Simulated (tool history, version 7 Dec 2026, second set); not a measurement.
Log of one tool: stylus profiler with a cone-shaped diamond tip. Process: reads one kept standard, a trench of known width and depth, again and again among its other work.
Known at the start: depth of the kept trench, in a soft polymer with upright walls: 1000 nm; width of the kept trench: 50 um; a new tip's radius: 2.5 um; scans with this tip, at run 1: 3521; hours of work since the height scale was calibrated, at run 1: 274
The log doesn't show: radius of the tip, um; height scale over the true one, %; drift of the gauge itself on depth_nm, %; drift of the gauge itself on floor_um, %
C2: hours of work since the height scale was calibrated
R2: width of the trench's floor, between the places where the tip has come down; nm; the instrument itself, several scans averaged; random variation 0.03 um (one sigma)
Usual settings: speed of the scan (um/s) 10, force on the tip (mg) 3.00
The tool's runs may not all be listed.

Run 1, hour 0.0: usual settings; scans with this tip 3521; C2 274. Result: depth of the trench (nm) 1008.50, R2 46000 nm.
Run 2, hour 11.4: usual settings but speed of the scan (um/s) 3; scans with this tip 3623; C2 282. Result: depth of the trench (nm) 1008.24, R2 45950 nm.
Run 3, hour 21.0: usual settings but speed of the scan (um/s) 2; scans with this tip 3708; C2 289. Result: depth of the trench (nm) 1008.20, R2 46010 nm.
Run 4, hour 34.6: usual settings but force on the tip (mg) 5.09; scans with this tip 3830; C2 298. Result: depth of the trench (nm) 1011.88, R2 45970 nm.
Run 5, hour 49.2: usual settings but force on the tip (mg) 5.09; scans with this tip 3960; C2 308. Result: depth of the trench (nm) 1011.96, R2 45990 nm.
Run 6, hour 71.0: usual settings but force on the tip (mg) 5.09; scans with this tip 4155; C2 323. Result: depth of the trench (nm) 1011.79, R2 45960 nm.
Run 7, hour 91.1: usual settings but force on the tip (mg) 1.74; scans with this tip 4335; C2 337. Result: depth of the trench (nm) 1005.58, R2 45900 nm.
Run 8, hour 104.4: usual settings but force on the tip (mg) 8.38; scans with this tip 4453; C2 346. Result: depth of the trench (nm) 1016.81, R2 46010 nm.
Run 9, hour 121.0: usual settings but force on the tip (mg) 8.38; scans with this tip 4602; C2 358. Result: depth of the trench (nm) 1016.69, R2 45980 nm.
Run 10, hour 144.1: usual settings but speed of the scan (um/s) 21, force on the tip (mg) 7.95; scans with this tip 4808; C2 374. Result: depth of the trench (nm) 1016.16, R2 45930 nm.
Run 11, hour 160.3: usual settings but speed of the scan (um/s) 21, force on the tip (mg) 7.95; scans with this tip 4953; C2 385. Result: depth of the trench (nm) 1016.45, R2 45890 nm.
Run 12, hour 170.4: usual settings but speed of the scan (um/s) 16, force on the tip (mg) 2.05; scans with this tip 5043; C2 392. Result: depth of the trench (nm) 1006.47, R2 45960 nm.

Forecast run 13:
Run 13, hour 187.2: usual settings but speed of the scan (um/s) 16, force on the tip (mg) 2.05; scans with this tip 5193; C2 404. Result: depth of the trench (nm) ?, R2 ?.

depth of the trench (nm): 1006.70
R2: 45920 nm
Without the tool's hidden state the same run would have given depth of the trench (nm) 1006.73, R2 45940 nm.

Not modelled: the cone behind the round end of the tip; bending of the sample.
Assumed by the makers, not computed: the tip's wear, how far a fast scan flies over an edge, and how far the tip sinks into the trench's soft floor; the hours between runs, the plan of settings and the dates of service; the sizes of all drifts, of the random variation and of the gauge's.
